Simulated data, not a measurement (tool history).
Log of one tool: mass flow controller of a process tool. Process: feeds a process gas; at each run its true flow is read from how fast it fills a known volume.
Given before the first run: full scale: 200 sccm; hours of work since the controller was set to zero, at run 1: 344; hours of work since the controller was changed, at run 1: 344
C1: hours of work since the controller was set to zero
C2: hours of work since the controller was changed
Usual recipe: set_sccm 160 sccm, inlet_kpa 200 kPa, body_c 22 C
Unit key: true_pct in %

{"run": 1, "hour": 0.0, "set_sccm": 160, "inlet_kpa": 200, "body_c": 22, "C1": 344, "C2": 344, "true_pct": 100.24}
{"run": 2, "hour": 127.5, "set_sccm": 160, "inlet_kpa": 200, "body_c": 22, "C1": 441, "C2": 441, "true_pct": 100.28}
{"run": 3, "hour": 261.7, "set_sccm": 160, "inlet_kpa": 200, "body_c": 22, "C1": 543, "C2": 543, "true_pct": 100.26}
{"run": 4, "hour": 422.8, "set_sccm": 160, "inlet_kpa": 176, "body_c": 22, "C1": 665, "C2": 665, "true_pct": 100.46}
{"run": 5, "hour": 551.6, "set_sccm": 160, "inlet_kpa": 176, "body_c": 22, "C1": 763, "C2": 763, "true_pct": 100.34}
{"run": 6, "hour": 662.9, "set_sccm": 160, "inlet_kpa": 176, "body_c": 22, "C1": 847, "C2": 847, "true_pct": 100.6}
{"run": 7, "hour": 815.3, "set_sccm": 160, "inlet_kpa": 176, "body_c": 22, "C1": 963, "C2": 963, "true_pct": 100.59}
{"run": 8, "hour": 1010.9, "set_sccm": 67, "inlet_kpa": 200, "body_c": 22, "C1": 1111, "C2": 1111, "true_pct": 100.57}
{"run": 9, "hour": 1172.7, "set_sccm": 160, "inlet_kpa": 200, "body_c": 22, "C1": 1234, "C2": 1234, "true_pct": 100.82}
{"run": 10, "hour": 1334.7, "set_sccm": 160, "inlet_kpa": 140, "body_c": 37, "C1": 1357, "C2": 1357, "true_pct": 99.9}
{"run": 11, "hour": 1504.0, "set_sccm": 105, "inlet_kpa": 202, "body_c": 27, "C1": 1486, "C2": 1486, "true_pct": 100.52}
{"run": 12, "hour": 1714.6, "set_sccm": 110, "inlet_kpa": 202, "body_c": 39, "C1": 1646, "C2": 1646, "true_pct": 99.97}
{"hour": 1729.6, "done": "controller's zero set anew"}
{"run": 13, "hour": 1875.6, "set_sccm": 50, "inlet_kpa": 152, "body_c": 25, "C1": 111, "C2": 1767, "true_pct": 101.81}
{"run": 14, "hour": 2068.7, "set_sccm": 50, "inlet_kpa": 147, "body_c": 33, "C1": 257, "C2": 1914, "true_pct": 101.37}
{"run": 15, "hour": 2213.0, "set_sccm": 50, "inlet_kpa": 147, "body_c": 33, "C1": 367, "C2": 2024, "true_pct": 101.51}
{"run": 16, "hour": 2347.5, "set_sccm": 119, "inlet_kpa": 200, "body_c": 22, "C1": 469, "C2": 2126, "true_pct": 101.4}
{"run": 17, "hour": 2528.6, "set_sccm": 119, "inlet_kpa": 179, "body_c": 22, "C1": 607, "C2": 2263, "true_pct": 101.47}

Each row is a separate what-if for the run after 17, all from the same tool condition, not one after another. Results?
{"run": "A", "hour": 2686.9, "set_sccm": 160, "inlet_kpa": 250, "body_c": 22, "C1": 727, "C2": 2383, "true_pct": "?"}
{"run": "B", "hour": 2686.9, "set_sccm": 124, "inlet_kpa": 182, "body_c": 38, "C1": 727, "C2": 2383, "true_pct": "?"}
{"run": "C", "hour": 2686.9, "set_sccm": 26, "inlet_kpa": 187, "body_c": 24, "C1": 727, "C2": 2383, "true_pct": "?"}
{"run": "D", "hour": 2686.9, "set_sccm": 132, "inlet_kpa": 165, "body_c": 22, "C1": 727, "C2": 2383, "true_pct": "?"}
{"run": "E", "hour": 2686.9, "set_sccm": 160, "inlet_kpa": 203, "body_c": 22, "C1": 727, "C2": 2383, "true_pct": "?"}

run=A true_pct=101.52
run=B true_pct=100.80
run=C true_pct=104.54
run=D true_pct=101.60
run=E true_pct=101.58
With no hidden state in the tool, these same runs would have given:
run=A true_pct=99.89
run=B true_pct=98.96
run=C true_pct=99.13
run=D true_pct=99.82
run=E true_pct=99.95
